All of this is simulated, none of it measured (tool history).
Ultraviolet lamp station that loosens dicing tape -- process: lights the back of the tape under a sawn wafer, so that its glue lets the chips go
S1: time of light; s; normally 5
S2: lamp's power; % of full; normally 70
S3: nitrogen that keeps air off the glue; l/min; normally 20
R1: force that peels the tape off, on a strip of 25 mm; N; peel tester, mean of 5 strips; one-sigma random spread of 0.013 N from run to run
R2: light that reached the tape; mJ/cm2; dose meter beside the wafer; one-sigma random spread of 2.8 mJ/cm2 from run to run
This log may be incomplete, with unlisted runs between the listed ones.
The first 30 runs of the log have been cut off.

run,hour,S1,S2,S3,R1,R2
31,690.8,2,76,7,6.856,112
32,713.9,3,70,30,2.847,151
33,737.7,5,70,20,1.591,249
34,760.7,5,70,24,1.399,252
35,785.9,5,90,9,1.969,319
36,800.9,8,72,24,0.408,406
37,821.5,8,72,24,0.414,400
38,842.0,8,75,24,0.384,410
39,858.0,5,79,13,1.969,270
40,884.2,3,88,35,2.002,179
41,913.1,3,98,39,1.599,196
42,943.0,3,62,7,6.443,122

Forecast each of these 4 alternatives for the next run:
# hour 945.9: window cleaned of glue's vapour
# hour 961.1: lamp changed
A,966.6,3,64,15,?,?
# hour 945.9: window cleaned of glue's vapour
# hour 961.1: lamp changed
B,966.6,7,75,15,?,?
# hour 945.9: window cleaned of glue's vapour
# hour 961.1: lamp changed
C,966.6,3,62,29,?,?
# hour 945.9: window cleaned of glue's vapour
# hour 961.1: lamp changed
D,966.6,3,62,7,?,?

run,R1,R2
A,2.670,206
B,0.261,562
C,1.881,196
D,4.418,197
Stripped of hidden state, with their random variation kept, the same runs would have yielded:
run,R1,R2
A,2.601,210
B,0.246,572
C,1.821,200
D,4.338,200
